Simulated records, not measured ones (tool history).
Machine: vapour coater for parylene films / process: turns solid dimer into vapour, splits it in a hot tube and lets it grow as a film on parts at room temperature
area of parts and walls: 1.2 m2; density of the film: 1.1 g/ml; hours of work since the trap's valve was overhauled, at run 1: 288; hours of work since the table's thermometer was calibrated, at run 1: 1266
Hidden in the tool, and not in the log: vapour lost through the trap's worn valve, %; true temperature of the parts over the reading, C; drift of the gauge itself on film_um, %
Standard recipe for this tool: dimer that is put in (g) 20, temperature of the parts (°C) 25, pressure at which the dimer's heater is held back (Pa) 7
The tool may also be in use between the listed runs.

run     day  dimer that is put in (g)  temperature of the parts (°C)  pressure at which the dimer's heater is held back (Pa)  hours of work since the trap's valve was overhauled  hours of work since the table's thermometer was calibrated  thickness of the film (um)
  1       0                        20                             25                                                       7                                                  288                                                        1266                        9.01
  2   2.992                        20                             25                                                       7                                                  329                                                        1307                        8.83
  3   4.258                        20                             25                                                       7                                                  346                                                        1324                        8.83
  4   5.721                        20                             32                                                       7                                                  366                                                        1344                        6.49
  5     8.3                        20                             32                                                       7                                                  401                                                        1379                        6.47
  6  10.046                        20                             32                                                       7                                                  425                                                        1403                        6.27
  7  12.438                        20                             32                                                       7                                                  457                                                        1435                         6.3
  8  14.396                        20                             32                                                       7                                                  484                                                        1462                        6.32
  9  16.762                        20                             32                                                       7                                                  516                                                        1494                        6.15
 10  17.962                        20                             23                                                       7                                                  532                                                        1510                        8.91
     19.017  -- trap's valve overhauled
 11  20.479                        20                             25                                                       7                                                   20                                                        1542                        9.46
 12  23.225                        20                             21                                                       7                                                   57                                                        1579                       11.26
 13  25.479                        20                             21                                                       7                                                   88                                                        1610                       11.13
 14  26.954                        20                             21                                                       7                                                  108                                                        1630                       10.88
 15  29.242                        22                             21                                                       7                                                  139                                                        1661                       11.96
 16  30.658                        15                             23                                                    2.94                                                  158                                                        1680                        7.92
 17  33.596                        19                             28                                                   11.58                                                  198                                                        1720                         7.4
 18  35.125                        36                             25                                                   10.65                                                  219                                                        1741                       15.67
 19  36.446                        21                             25                                                       7                                                  237                                                        1759                        9.46
 20   38.55                         8                             25                                                    6.06                                                  265                                                        1788                        3.68
 21  41.533                         9                             25                                                    8.05                                                  306                                                        1828                        3.96
 22  44.196                        21                             20                                                    3.08                                                  342                                                        1864                       12.04
 23  45.596                        21                             18                                                    9.37                                                  361                                                        1883                       12.09
 24  47.092                        13                             19                                                    5.08                                                  381                                                        1904                        7.53
 25  48.467                        13                             34                                                    5.08                                                  400                                                        1922                        3.86
 26  51.112                        10                             36                                                    5.08                                                  436                                                        1958                         2.7
     51.433  -- table's thermometer calibrated
 27  52.917                        10                             36                                                    5.08                                                  460                                                          20                        2.86
 28  55.917                        10                             36                                                    5.08                                                  501                                                          61                        2.83
 29  57.417                        10                             36                                                    5.08                                                  521                                                          81                        2.84

How would selected steps in thickness of the film (um) from run to run divide? Give the signed amount a tool lacking its hidden state would still show from settings, what came in and random variation, and the signed amount left for the hidden state, including any gauge scatter that is not in both of the compared results.
Run 10 -> 11: temperature of the parts (°C) 23 -> 25, trap's valve overhauled. thickness of the film (um) +0.55: hidden state +1.25, all else -0.7.
Run 17 -> 18: dimer that is put in (g) 19 -> 36, temperature of the parts (°C) 28 -> 25, pressure at which the dimer's heater is held back (Pa) 11.58 -> 10.65. thickness of the film (um) +8.27: hidden state -0.93, all else +9.2.
Run 21 -> 22: dimer that is put in (g) 9 -> 21, temperature of the parts (°C) 25 -> 20, pressure at which the dimer's heater is held back (Pa) 8.05 -> 3.08. thickness of the film (um) +8.08: hidden state -1.21, all else +9.29.
